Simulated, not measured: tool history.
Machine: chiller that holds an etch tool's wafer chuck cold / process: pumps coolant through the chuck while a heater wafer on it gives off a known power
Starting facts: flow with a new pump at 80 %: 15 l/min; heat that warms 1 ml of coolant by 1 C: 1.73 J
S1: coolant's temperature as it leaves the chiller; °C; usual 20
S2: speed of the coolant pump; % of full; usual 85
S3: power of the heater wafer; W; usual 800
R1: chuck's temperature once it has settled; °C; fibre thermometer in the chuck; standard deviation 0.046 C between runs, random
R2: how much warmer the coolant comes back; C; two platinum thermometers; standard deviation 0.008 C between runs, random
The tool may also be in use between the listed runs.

run,day,S1,S2,S3,R1,R2
1,0.000,20,85,800,26.61,1.747
2,1.929,20,85,800,26.61,1.749
3,3.242,20,85,800,26.58,1.737
4,4.696,20,85,800,26.70,1.752
5,6.592,20,85,484,24.06,1.046
6,7.500,20,85,484,24.05,1.056
7,8.792,20,85,868,27.21,1.874
8,9.808,20,85,646,25.43,1.401
9,11.212,20,67,800,27.96,2.181
# day 12.283: coolant changed, channels flushed
10,12.958,20,67,800,27.95,2.186
11,14.692,20,90,800,26.43,1.641
12,16.558,20,90,800,26.53,1.650
13,18.408,20,85,800,26.84,1.754
14,20.088,20,85,682,25.83,1.489
15,21.946,20,85,682,25.87,1.497
16,24.021,20,85,800,26.86,1.745
17,25.054,20,74,621,25.91,1.536
18,26.679,20,74,621,25.98,1.541
19,28.875,14,69,800,21.83,2.127
# day 30.558: gauge calibrated
20,30.738,15,94,800,21.23,1.589
21,31.646,10,85,627,15.09,1.357
22,33.425,12,96,630,16.81,1.217
23,34.438,11,96,402,14.10,0.772
24,36.129,11,96,402,14.10,0.781
25,37.904,11,96,402,14.16,0.781
26,39.533,17,67,402,20.98,1.100
27,41.233,22,95,1054,30.13,2.064
28,42.921,17,95,1054,25.13,2.072
29,44.125,10,85,800,16.81,1.752
30,45.150,19,64,1106,30.35,3.161
31,46.350,19,64,1106,30.28,3.164

A few steps of R1 between consecutive runs. Split each: what settings, incoming material and random variation would produce without the hidden state, and what is left over for the hidden state, along with gauge scatter present in only one of the two compared results (measured, and without hidden state):
The tool's hidden condition here consists of: heat passed by the chuck's channels, % of clean ones'; flow at a given pump speed, % of a new pump's; coolant's true temperature over the reading, C; drift of the gauge itself on chuck_c, C; drift of the gauge itself on warmer_back_c, C.
Run 1 -> 2: no setting touched and nothing written in the log between the runs. R1 +0.00 °C: hidden state +0.02, all else -0.02.
Run 15 -> 16: S3 682 -> 800. R1 +0.99 °C: hidden state +0.03, all else +0.96.
Run 19 -> 20: S1 14 -> 15, S2 69 -> 94, gauge calibrated. R1 -0.60 °C: hidden state -0.32, all else -0.28.
Run 26 -> 27: S1 17 -> 22, S2 67 -> 95, S3 402 -> 1054. R1 +9.15 °C: hidden state +0.02, all else +9.13.
Run 28 -> 29: S1 17 -> 10, S2 95 -> 85, S3 1054 -> 800. R1 -8.32 °C: hidden state +0.01, all else -8.33.
Run 29 -> 30: S1 10 -> 19, S2 85 -> 64, S3 800 -> 1106. R1 +13.54 °C: hidden state +0.02, all else +13.52.

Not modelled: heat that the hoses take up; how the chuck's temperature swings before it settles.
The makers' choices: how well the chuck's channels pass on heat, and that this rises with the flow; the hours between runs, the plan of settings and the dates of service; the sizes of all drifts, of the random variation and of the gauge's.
